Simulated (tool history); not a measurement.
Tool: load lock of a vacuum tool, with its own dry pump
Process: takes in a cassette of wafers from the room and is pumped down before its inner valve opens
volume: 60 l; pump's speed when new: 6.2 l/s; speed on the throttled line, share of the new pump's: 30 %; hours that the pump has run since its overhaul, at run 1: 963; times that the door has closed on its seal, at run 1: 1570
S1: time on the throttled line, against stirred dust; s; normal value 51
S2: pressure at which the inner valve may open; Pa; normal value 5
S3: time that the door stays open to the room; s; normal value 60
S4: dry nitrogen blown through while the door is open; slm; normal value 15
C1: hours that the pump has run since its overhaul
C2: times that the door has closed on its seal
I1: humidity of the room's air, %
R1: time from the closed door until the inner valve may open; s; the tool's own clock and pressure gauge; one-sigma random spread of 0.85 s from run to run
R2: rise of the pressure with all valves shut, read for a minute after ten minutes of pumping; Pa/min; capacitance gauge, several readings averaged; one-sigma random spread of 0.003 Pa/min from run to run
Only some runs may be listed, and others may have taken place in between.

{"run": 1, "hour": 0.0, "S1": 51, "S2": 5, "S3": 60, "S4": 15, "C1": 963, "C2": 1570, "I1": 45.4, "R1": 134.1, "R2": 0.051}
{"run": 2, "hour": 419.2, "S1": 51, "S2": 5, "S3": 144, "S4": 15, "C1": 1383, "C2": 3290, "I1": 45.7, "R1": 132.5, "R2": 0.098}
{"run": 3, "hour": 901.8, "S1": 51, "S2": 5, "S3": 144, "S4": 15, "C1": 1865, "C2": 5271, "I1": 44.0, "R1": 134.0, "R2": 0.092}
{"run": 4, "hour": 1403.1, "S1": 79, "S2": 5, "S3": 60, "S4": 15, "C1": 2367, "C2": 7328, "I1": 42.1, "R1": 152.8, "R2": 0.057}
{"run": 5, "hour": 1865.0, "S1": 51, "S2": 5, "S3": 60, "S4": 15, "C1": 2828, "C2": 9224, "I1": 44.7, "R1": 135.6, "R2": 0.059}
{"run": 6, "hour": 2191.6, "S1": 51, "S2": 5, "S3": 145, "S4": 15, "C1": 3155, "C2": 10564, "I1": 45.4, "R1": 136.4, "R2": 0.1}
{"run": 7, "hour": 2692.7, "S1": 51, "S2": 10, "S3": 145, "S4": 15, "C1": 3656, "C2": 12621, "I1": 44.4, "R1": 128.5, "R2": 0.105}
{"run": 8, "hour": 2986.6, "S1": 51, "S2": 10, "S3": 116, "S4": 15, "C1": 3950, "C2": 13827, "I1": 46.6, "R1": 129.0, "R2": 0.099}
{"run": 9, "hour": 3216.9, "S1": 51, "S2": 5, "S3": 60, "S4": 15, "C1": 4180, "C2": 14772, "I1": 45.1, "R1": 138.4, "R2": 0.066}
{"run": 10, "hour": 3619.1, "S1": 51, "S2": 5, "S3": 60, "S4": 15, "C1": 4583, "C2": 16422, "I1": 39.0, "R1": 137.6, "R2": 0.059}
{"run": 11, "hour": 4029.3, "S1": 51, "S2": 7, "S3": 60, "S4": 4, "C1": 4993, "C2": 18106, "I1": 41.8, "R1": 134.7, "R2": 0.093}
{"run": 12, "hour": 4317.8, "S1": 30, "S2": 5, "S3": 180, "S4": 15, "C1": 5281, "C2": 19290, "I1": 46.9, "R1": 123.6, "R2": 0.138}
{"run": 13, "hour": 4660.1, "S1": 56, "S2": 9, "S3": 180, "S4": 6, "C1": 5624, "C2": 20695, "I1": 43.9, "R1": 135.8, "R2": 0.161}
{"run": 14, "hour": 5004.2, "S1": 56, "S2": 9, "S3": 141, "S4": 6, "C1": 5968, "C2": 22107, "I1": 44.9, "R1": 135.4, "R2": 0.152}
{"run": 15, "hour": 5494.5, "S1": 56, "S2": 9, "S3": 141, "S4": 6, "C1": 6458, "C2": 24119, "I1": 43.9, "R1": 135.5, "R2": 0.154}

Estimate the outcome of run 16 from the log above:
{"run": 16, "hour": 5957.9, "S1": 56, "S2": 9, "S3": 141, "S4": 6, "C1": 6921, "C2": 26021, "I1": 43.3, "R1": "?", "R2": "?"}

{"run 16": {"R1": 137.4, "R2": 0.153}}
With the hidden condition absent and the run-to-run variation left alone, this run would have shown R1 131.6 s, R2 0.111 Pa/min.
